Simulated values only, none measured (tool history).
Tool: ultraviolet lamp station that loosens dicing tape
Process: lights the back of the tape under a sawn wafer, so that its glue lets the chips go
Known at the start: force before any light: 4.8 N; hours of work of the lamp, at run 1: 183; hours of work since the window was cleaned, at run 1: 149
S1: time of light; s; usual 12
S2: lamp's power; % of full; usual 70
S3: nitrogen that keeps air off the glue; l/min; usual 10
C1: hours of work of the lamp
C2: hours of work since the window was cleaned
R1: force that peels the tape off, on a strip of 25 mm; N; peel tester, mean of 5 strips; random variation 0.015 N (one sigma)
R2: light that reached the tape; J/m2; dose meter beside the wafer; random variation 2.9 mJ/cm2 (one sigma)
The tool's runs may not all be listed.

run 1 day=0 | S1=12 S2=70 S3=10 | C1=183 C2=149 | R1=0.838 R2=3880
run 2 day=0.654 | S1=19 S2=70 S3=10 | C1=192 C2=158 | R1=0.39 R2=6180
run 3 day=1.442 | S1=19 S2=70 S3=10 | C1=203 C2=169 | R1=0.401 R2=6050
run 4 day=2.217 | S1=19 S2=70 S3=10 | C1=214 C2=180 | R1=0.406 R2=6090
run 5 day=2.604 | S1=19 S2=70 S3=10 | C1=220 C2=186 | R1=0.393 R2=6020
run 6 day=2.979 | S1=19 S2=70 S3=10 | C1=225 C2=191 | R1=0.397 R2=6040
run 7 day=3.35 | S1=12 S2=70 S3=10 | C1=230 C2=197 | R1=0.864 R2=3790
run 8 day=4.225 | S1=12 S2=70 S3=10 | C1=243 C2=209 | R1=0.876 R2=3730
run 9 day=5 | S1=12 S2=70 S3=10 | C1=254 C2=220 | R1=0.837 R2=3730
run 10 day=5.442 | S1=12 S2=70 S3=10 | C1=260 C2=227 | R1=0.887 R2=3720
run 11 day=6.158 | S1=12 S2=70 S3=10 | C1=271 C2=237 | R1=0.907 R2=3780
run 12 day=6.996 | S1=12 S2=70 S3=10 | C1=283 C2=249 | R1=0.87 R2=3740
run 13 day=7.438 | S1=12 S2=70 S3=10 | C1=289 C2=255 | R1=0.874 R2=3630
run 14 day=7.946 | S1=12 S2=70 S3=10 | C1=296 C2=262 | R1=0.917 R2=3610
run 15 day=8.692 | S1=12 S2=70 S3=10 | C1=307 C2=273 | R1=0.909 R2=3650
run 16 day=9.371 | S1=6 S2=70 S3=10 | C1=317 C2=283 | R1=2.018 R2=1790
run 17 day=10.038 | S1=6 S2=70 S3=10 | C1=326 C2=292 | R1=2.029 R2=1810
run 18 day=10.85 | S1=12 S2=95 S3=10 | C1=338 C2=304 | R1=0.559 R2=4820
run 19 day=11.617 | S1=12 S2=96 S3=10 | C1=349 C2=315 | R1=0.57 R2=4890
run 20 day=12.017 | S1=12 S2=96 S3=10 | C1=355 C2=321 | R1=0.567 R2=4840
run 21 day=12.833 | S1=12 S2=96 S3=10 | C1=366 C2=332 | R1=0.586 R2=4800
run 22 day=13.5 | S1=12 S2=96 S3=10 | C1=376 C2=342 | R1=0.583 R2=4760
run 23 day=13.896 | S1=12 S2=96 S3=10 | C1=381 C2=348 | R1=0.594 R2=4760
run 24 day=14.583 | S1=12 S2=70 S3=4 | C1=391 C2=358 | R1=1.433 R2=3500
run 25 day=15.192 | S1=12 S2=64 S3=5 | C1=400 C2=366 | R1=1.471 R2=3150
run 26 day=15.65 | S1=12 S2=64 S3=5 | C1=407 C2=373 | R1=1.423 R2=3140
run 27 day=16.292 | S1=12 S2=64 S3=5 | C1=416 C2=382 | R1=1.419 R2=3100
run 28 day=17.071 | S1=12 S2=64 S3=5 | C1=427 C2=393 | R1=1.449 R2=3140
run 29 day=17.433 | S1=12 S2=64 S3=5 | C1=432 C2=398 | R1=1.489 R2=3130
run 30 day=18.088 | S1=12 S2=64 S3=5 | C1=441 C2=408 | R1=1.497 R2=3080
run 31 day=18.812 | S1=19 S2=94 S3=4 | C1=452 C2=418 | R1=0.499 R2=7170
run 32 day=19.212 | S1=15 S2=77 S3=4 | C1=458 C2=424 | R1=1.012 R2=4610
run 33 day=19.65 | S1=12 S2=70 S3=5 | C1=464 C2=430 | R1=1.387 R2=3290
run 34 day=20.004 | S1=16 S2=75 S3=17 | C1=469 C2=435 | R1=0.462 R2=4730
run 35 day=20.629 | S1=9 S2=62 S3=16 | C1=478 C2=444 | R1=1.436 R2=2230
-- day=21.358 window cleaned of glue's vapour
run 36 day=21.358 | S1=11 S2=70 S3=3 | C1=488 C2=0 | R1=1.752 R2=3110
run 37 day=22.021 | S1=11 S2=70 S3=3 | C1=498 C2=9 | R1=1.732 R2=3160
run 38 day=22.558 | S1=17 S2=93 S3=12 | C1=505 C2=17 | R1=0.328 R2=6370
run 39 day=22.942 | S1=17 S2=86 S3=3 | C1=511 C2=23 | R1=0.833 R2=5800
run 40 day=23.433 | S1=21 S2=100 S3=13 | C1=518 C2=30 | R1=0.244 R2=8350
run 41 day=24.204 | S1=8 S2=85 S3=13 | C1=529 C2=41 | R1=1.253 R2=2670
run 42 day=24.575 | S1=8 S2=85 S3=13 | C1=534 C2=46 | R1=1.205 R2=2690

The same runs without the tool's hidden state, with the same run-to-run variation:
The hidden state here: lamp's light, % of a new lamp's; light that the window lets through, % of a clean one's; drift of the gauge itself on peel_n, %; drift of the gauge itself on dose_mj_cm2, %.
run=1 R1=0.727 R2=4250
run=2 R1=0.337 R2=6800
run=3 R1=0.343 R2=6710
run=4 R1=0.346 R2=6790
run=5 R1=0.332 R2=6730
run=6 R1=0.334 R2=6770
run=7 R1=0.722 R2=4260
run=8 R1=0.726 R2=4230
run=9 R1=0.686 R2=4250
run=10 R1=0.724 R2=4250
run=11 R1=0.734 R2=4330
run=12 R1=0.696 R2=4320
run=13 R1=0.698 R2=4220
run=14 R1=0.727 R2=4210
run=15 R1=0.716 R2=4270
run=16 R1=1.741 R2=2110
run=17 R1=1.743 R2=2140
run=18 R1=0.42 R2=5740
run=19 R1=0.424 R2=5850
run=20 R1=0.42 R2=5800
run=21 R1=0.431 R2=5810
run=22 R1=0.424 R2=5780
run=23 R1=0.435 R2=5800
run=24 R1=1.119 R2=4280
run=25 R1=1.145 R2=3870
run=26 R1=1.103 R2=3880
run=27 R1=1.094 R2=3850
run=28 R1=1.108 R2=3920
run=29 R1=1.136 R2=3910
run=30 R1=1.135 R2=3880
run=31 R1=0.343 R2=9070
run=32 R1=0.707 R2=5870
run=33 R1=1.018 R2=4200
run=34 R1=0.316 R2=6050
run=35 R1=1.054 R2=2860
run=36 R1=1.391 R2=3880
run=37 R1=1.366 R2=3950
run=38 R1=0.244 R2=8030
run=39 R1=0.577 R2=7340
run=40 R1=0.212 R2=10600
run=41 R1=0.896 R2=3420
run=42 R1=0.859 R2=3450

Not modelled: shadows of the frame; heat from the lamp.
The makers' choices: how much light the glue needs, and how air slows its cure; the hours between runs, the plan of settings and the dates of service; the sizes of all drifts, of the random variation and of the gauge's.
